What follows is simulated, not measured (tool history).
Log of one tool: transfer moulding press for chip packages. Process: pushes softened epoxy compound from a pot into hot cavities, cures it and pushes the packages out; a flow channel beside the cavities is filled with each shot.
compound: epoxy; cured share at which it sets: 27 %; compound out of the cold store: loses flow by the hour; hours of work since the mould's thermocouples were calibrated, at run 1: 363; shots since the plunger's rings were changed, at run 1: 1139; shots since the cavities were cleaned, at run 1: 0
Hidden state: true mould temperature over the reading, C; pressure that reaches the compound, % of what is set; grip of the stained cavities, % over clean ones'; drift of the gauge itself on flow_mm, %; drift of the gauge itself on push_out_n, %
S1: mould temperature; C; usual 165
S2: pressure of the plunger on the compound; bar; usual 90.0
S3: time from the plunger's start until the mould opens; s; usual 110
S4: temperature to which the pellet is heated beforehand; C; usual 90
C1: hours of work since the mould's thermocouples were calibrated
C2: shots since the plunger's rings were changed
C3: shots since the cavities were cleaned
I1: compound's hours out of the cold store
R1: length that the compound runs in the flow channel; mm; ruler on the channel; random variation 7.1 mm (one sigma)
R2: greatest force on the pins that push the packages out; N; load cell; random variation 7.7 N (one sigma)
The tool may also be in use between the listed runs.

| run | hour | S1 | S2 | S3 | S4 | C1 | C2 | C3 | I1 | R1 | R2 |
|---|---|---|---|---|---|---|---|---|---|---|---|
| 1 | 0.0 | 165 | 90.0 | 110 | 90 | 363 | 1139 | 0 | 19.1 | 959 | 349 |
| 2 | 30.9 | 165 | 95.2 | 110 | 90 | 386 | 1531 | 392 | 21.7 | 967 | 451 |
| 3 | 70.8 | 165 | 95.2 | 110 | 90 | 416 | 2037 | 898 | 25.4 | 932 | 518 |
|  | 84.8 | cavities cleaned with cleaning compound and waxed |
| 4 | 125.7 | 170 | 90.0 | 110 | 90 | 456 | 2715 | 519 | 8.0 | 987 | 389 |
| 5 | 162.5 | 170 | 90.0 | 110 | 90 | 483 | 3182 | 986 | 13.7 | 951 | 420 |
|  | 168.5 | cavities cleaned with cleaning compound and waxed |
| 6 | 202.5 | 170 | 90.0 | 110 | 90 | 512 | 3670 | 432 | 23.1 | 870 | 383 |
| 7 | 232.5 | 165 | 90.0 | 110 | 90 | 534 | 4051 | 813 | 35.7 | 811 | 517 |
|  | 250.4 | cavities cleaned with cleaning compound and waxed |
| 8 | 290.3 | 163 | 90.0 | 110 | 90 | 576 | 4765 | 505 | 13.7 | 946 | 577 |
|  | 334.3 | cavities cleaned with cleaning compound and waxed |
| 9 | 352.3 | 165 | 90.0 | 110 | 90 | 622 | 5533 | 228 | 24.4 | 859 | 449 |
| 10 | 384.9 | 158 | 90.0 | 110 | 90 | 646 | 5947 | 642 | 31.2 | 814 | 841 |
|  | 416.5 | cavities cleaned with cleaning compound and waxed |
|  | 437.2 | plunger's sealing rings changed |
| 11 | 440.5 | 158 | 90.0 | 110 | 90 | 684 | 43 | 273 | 20.2 | 1021 | 782 |
| 12 | 482.2 | 165 | 90.0 | 99 | 90 | 716 | 572 | 802 | 9.5 | 1046 | 707 |
|  | 501.4 | cavities cleaned with cleaning compound and waxed |
| 13 | 549.6 | 165 | 90.0 | 99 | 90 | 765 | 1407 | 610 | 42.7 | 804 | 597 |

The next listed run, before its measurement:
|  | 583.7 | cavities cleaned with cleaning compound and waxed |
| 14 | 593.9 | 165 | 90.0 | 110 | 83 | 797 | 1951 | 130 | 10.6 | ? | ? |

{"run 14": {"R1": 1015, "R2": 441}}
Without the tool's hidden state the same run would have given R1 1049 mm, R2 361 N.
